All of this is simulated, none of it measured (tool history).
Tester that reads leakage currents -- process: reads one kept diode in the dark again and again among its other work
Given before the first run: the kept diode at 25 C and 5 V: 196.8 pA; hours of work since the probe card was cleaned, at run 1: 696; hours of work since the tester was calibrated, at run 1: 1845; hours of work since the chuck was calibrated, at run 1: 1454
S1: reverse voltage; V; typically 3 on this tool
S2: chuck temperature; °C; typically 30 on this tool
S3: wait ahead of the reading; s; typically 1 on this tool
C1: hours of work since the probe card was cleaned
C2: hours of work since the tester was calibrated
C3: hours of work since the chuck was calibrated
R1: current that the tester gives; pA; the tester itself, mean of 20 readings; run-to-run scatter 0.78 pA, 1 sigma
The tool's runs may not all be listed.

run 1 hour=0 | S1=3 S2=30 S3=1 | C1=696 C2=1845 C3=1454 | R1=229.04
run 2 hour=64.1 | S1=3 S2=30 S3=1 | C1=732 C2=1880 C3=1490 | R1=227.41
run 3 hour=109.8 | S1=1.46 S2=30 S3=1 | C1=757 C2=1906 C3=1515 | R1=179.76
run 4 hour=152.8 | S1=3 S2=30 S3=1 | C1=781 C2=1929 C3=1539 | R1=225.62
run 5 hour=187.5 | S1=3 S2=20 S3=1 | C1=800 C2=1949 C3=1558 | R1=93.55
run 6 hour=240 | S1=3 S2=48 S3=1 | C1=829 C2=1978 C3=1588 | R1=969.54
run 7 hour=292.6 | S1=18.97 S2=48 S3=1 | C1=858 C2=2007 C3=1617 | R1=1746.07
run 8 hour=335.5 | S1=3 S2=30 S3=1 | C1=882 C2=2031 C3=1640 | R1=226.14
-- hour=348.1 tester calibrated
run 9 hour=403.1 | S1=3 S2=30 S3=1 | C1=919 C2=30 C3=1677 | R1=227
run 10 hour=452.4 | S1=3 S2=30 S3=1 | C1=946 C2=58 C3=1704 | R1=227.2
run 11 hour=484.1 | S1=3 S2=30 S3=1 | C1=963 C2=75 C3=1722 | R1=225.86
run 12 hour=542.6 | S1=3 S2=30 S3=1 | C1=996 C2=108 C3=1754 | R1=225.84
-- hour=549.8 chuck's temperature calibrated
run 13 hour=603.6 | S1=3 S2=30 S3=1 | C1=1029 C2=141 C3=30 | R1=218.48
run 14 hour=659.1 | S1=3 S2=30 S3=1 | C1=1059 C2=171 C3=61 | R1=216.69
-- hour=722.5 chuck's temperature calibrated, once more
run 15 hour=729.1 | S1=3 S2=30 S3=1 | C1=1097 C2=209 C3=4 | R1=259.86
run 16 hour=792.3 | S1=3 S2=30 S3=1 | C1=1132 C2=244 C3=39 | R1=258.96

Forecast run 17:
run 17 hour=825.8 | S1=3 S2=30 S3=1.16 | C1=1151 C2=263 C3=57 | R1=?

{"run 17": {"R1": 258.9}}
On a tool with no hidden condition, and with the same random variation, this run would have come out at R1 259.63 pA.
